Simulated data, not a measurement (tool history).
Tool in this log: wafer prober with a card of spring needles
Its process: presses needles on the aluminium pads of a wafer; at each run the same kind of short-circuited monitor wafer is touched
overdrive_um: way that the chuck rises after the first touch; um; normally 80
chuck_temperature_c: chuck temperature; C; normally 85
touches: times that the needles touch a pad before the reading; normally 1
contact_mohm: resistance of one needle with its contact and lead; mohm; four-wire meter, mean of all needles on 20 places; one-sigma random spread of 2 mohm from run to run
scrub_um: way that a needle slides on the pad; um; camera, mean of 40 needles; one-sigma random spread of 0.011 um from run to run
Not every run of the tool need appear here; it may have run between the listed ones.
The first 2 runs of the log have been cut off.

{"hour": 43.8, "done": "tips cleaned on abrasive film"}
{"run": 3, "hour": 50.2, "overdrive_um": 80, "chuck_temperature_c": 28, "touches": 1, "contact_mohm": 236, "scrub_um": 18.96}
{"run": 4, "hour": 79.2, "overdrive_um": 80, "chuck_temperature_c": 27, "touches": 1, "contact_mohm": 278, "scrub_um": 18.96}
{"hour": 87.2, "done": "tips cleaned on abrasive film"}
{"run": 5, "hour": 106.1, "overdrive_um": 80, "chuck_temperature_c": 85, "touches": 1, "contact_mohm": 269, "scrub_um": 18.94}
{"hour": 129.8, "done": "tips cleaned on abrasive film"}
{"run": 6, "hour": 133.8, "overdrive_um": 80, "chuck_temperature_c": 85, "touches": 1, "contact_mohm": 238, "scrub_um": 18.92}
{"run": 7, "hour": 169.9, "overdrive_um": 80, "chuck_temperature_c": 85, "touches": 1, "contact_mohm": 291, "scrub_um": 18.92}
{"hour": 173.5, "done": "tips cleaned on abrasive film"}
{"run": 8, "hour": 189.4, "overdrive_um": 80, "chuck_temperature_c": 85, "touches": 1, "contact_mohm": 264, "scrub_um": 18.87}
{"hour": 216.5, "done": "tips cleaned on abrasive film"}
{"run": 9, "hour": 231.4, "overdrive_um": 80, "chuck_temperature_c": 85, "touches": 1, "contact_mohm": 263, "scrub_um": 18.89}
{"run": 10, "hour": 249.0, "overdrive_um": 80, "chuck_temperature_c": 85, "touches": 3, "contact_mohm": 244, "scrub_um": 18.88}
{"hour": 259.7, "done": "tips cleaned on abrasive film"}
{"hour": 278.4, "done": "height of the first contact set anew"}
{"run": 11, "hour": 288.3, "overdrive_um": 80, "chuck_temperature_c": 85, "touches": 3, "contact_mohm": 238, "scrub_um": 19.09}
{"hour": 303.7, "done": "tips cleaned on abrasive film"}
{"run": 12, "hour": 311.4, "overdrive_um": 80, "chuck_temperature_c": 85, "touches": 1, "contact_mohm": 245, "scrub_um": 19.08}
{"run": 13, "hour": 332.2, "overdrive_um": 80, "chuck_temperature_c": 85, "touches": 1, "contact_mohm": 278, "scrub_um": 19.07}
{"hour": 346.5, "done": "tips cleaned on abrasive film"}
{"run": 14, "hour": 367.5, "overdrive_um": 80, "chuck_temperature_c": 85, "touches": 1, "contact_mohm": 281, "scrub_um": 19.05}
{"hour": 389.2, "done": "tips cleaned on abrasive film"}
{"run": 15, "hour": 389.2, "overdrive_um": 80, "chuck_temperature_c": 85, "touches": 1, "contact_mohm": 224, "scrub_um": 19.03}
{"hour": 431.6, "done": "tips cleaned on abrasive film"}
{"run": 16, "hour": 432.1, "overdrive_um": 80, "chuck_temperature_c": 85, "touches": 1, "contact_mohm": 223, "scrub_um": 19.04}

What will run 17 give?
{"run": 17, "hour": 457.4, "overdrive_um": 80, "chuck_temperature_c": 85, "touches": 1, "contact_mohm": "?", "scrub_um": "?"}

contact_mohm: 282 mohm
scrub_um: 19.02 um
If the tool had no hidden condition, the same run with the same run-to-run variation would have returned contact_mohm 216 mohm, scrub_um 19.08 um.
